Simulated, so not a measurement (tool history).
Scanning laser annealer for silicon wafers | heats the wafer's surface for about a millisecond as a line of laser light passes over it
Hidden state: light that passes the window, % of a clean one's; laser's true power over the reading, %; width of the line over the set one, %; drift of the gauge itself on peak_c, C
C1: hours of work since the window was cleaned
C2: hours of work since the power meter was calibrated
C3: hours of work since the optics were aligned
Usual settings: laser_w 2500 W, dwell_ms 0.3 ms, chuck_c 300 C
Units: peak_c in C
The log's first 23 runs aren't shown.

{"run": 24, "hour": 1192.3, "laser_w": 2492, "dwell_ms": 0.377, "chuck_c": 321, "C1": 77, "C2": 741, "C3": 70, "peak_c": 1076}
{"run": 25, "hour": 1253.3, "laser_w": 2170, "dwell_ms": 0.227, "chuck_c": 324, "C1": 103, "C2": 767, "C3": 96, "peak_c": 844}
{"run": 26, "hour": 1302.8, "laser_w": 2170, "dwell_ms": 0.227, "chuck_c": 324, "C1": 125, "C2": 788, "C3": 117, "peak_c": 841}
{"run": 27, "hour": 1375.6, "laser_w": 2170, "dwell_ms": 0.227, "chuck_c": 324, "C1": 156, "C2": 819, "C3": 148, "peak_c": 844}
{"hour": 1392.2, "done": "optics aligned, line set to its width, once more"}
{"run": 28, "hour": 1427.9, "laser_w": 2636, "dwell_ms": 0.222, "chuck_c": 298, "C1": 176, "C2": 839, "C3": 15, "peak_c": 947}
{"run": 29, "hour": 1489.8, "laser_w": 2636, "dwell_ms": 0.222, "chuck_c": 298, "C1": 203, "C2": 866, "C3": 42, "peak_c": 941}
{"run": 30, "hour": 1560.8, "laser_w": 2636, "dwell_ms": 0.222, "chuck_c": 298, "C1": 233, "C2": 896, "C3": 72, "peak_c": 942}
{"run": 31, "hour": 1599.2, "laser_w": 2636, "dwell_ms": 0.222, "chuck_c": 298, "C1": 249, "C2": 913, "C3": 89, "peak_c": 939}
{"run": 32, "hour": 1648.9, "laser_w": 2160, "dwell_ms": 0.375, "chuck_c": 300, "C1": 271, "C2": 934, "C3": 110, "peak_c": 969}
{"run": 33, "hour": 1685.2, "laser_w": 2148, "dwell_ms": 0.255, "chuck_c": 318, "C1": 286, "C2": 949, "C3": 125, "peak_c": 875}
{"run": 34, "hour": 1743.8, "laser_w": 2148, "dwell_ms": 0.255, "chuck_c": 318, "C1": 311, "C2": 975, "C3": 150, "peak_c": 872}
{"run": 35, "hour": 1796.7, "laser_w": 2500, "dwell_ms": 0.3, "chuck_c": 271, "C1": 334, "C2": 997, "C3": 173, "peak_c": 970}
{"run": 36, "hour": 1857.3, "laser_w": 2500, "dwell_ms": 0.3, "chuck_c": 271, "C1": 360, "C2": 1023, "C3": 199, "peak_c": 969}
{"run": 37, "hour": 1913.2, "laser_w": 2717, "dwell_ms": 0.232, "chuck_c": 313, "C1": 384, "C2": 1047, "C3": 223, "peak_c": 985}
{"run": 38, "hour": 1951.1, "laser_w": 2175, "dwell_ms": 0.3, "chuck_c": 313, "C1": 400, "C2": 1063, "C3": 239, "peak_c": 916}
{"run": 39, "hour": 2016.9, "laser_w": 2175, "dwell_ms": 0.324, "chuck_c": 335, "C1": 428, "C2": 1091, "C3": 267, "peak_c": 956}
{"run": 40, "hour": 2081.2, "laser_w": 2635, "dwell_ms": 0.224, "chuck_c": 300, "C1": 456, "C2": 1119, "C3": 295, "peak_c": 936}

3 ways to go on from here, each from the tool as it stands after run 40. What would each give?
{"run": "A", "hour": 2122.3, "laser_w": 2274, "dwell_ms": 0.224, "chuck_c": 269, "C1": 473, "C2": 1136, "C3": 312, "peak_c": "?"}
{"run": "B", "hour": 2122.3, "laser_w": 2500, "dwell_ms": 0.281, "chuck_c": 300, "C1": 473, "C2": 1136, "C3": 312, "peak_c": "?"}
{"run": "C", "hour": 2122.3, "laser_w": 2390, "dwell_ms": 0.3, "chuck_c": 269, "C1": 473, "C2": 1136, "C3": 312, "peak_c": "?"}

run=A peak_c=816
run=B peak_c=966
run=C peak_c=927
Without the tool's hidden state the same runs would have given:
run=A peak_c=834
run=B peak_c=988
run=C peak_c=948

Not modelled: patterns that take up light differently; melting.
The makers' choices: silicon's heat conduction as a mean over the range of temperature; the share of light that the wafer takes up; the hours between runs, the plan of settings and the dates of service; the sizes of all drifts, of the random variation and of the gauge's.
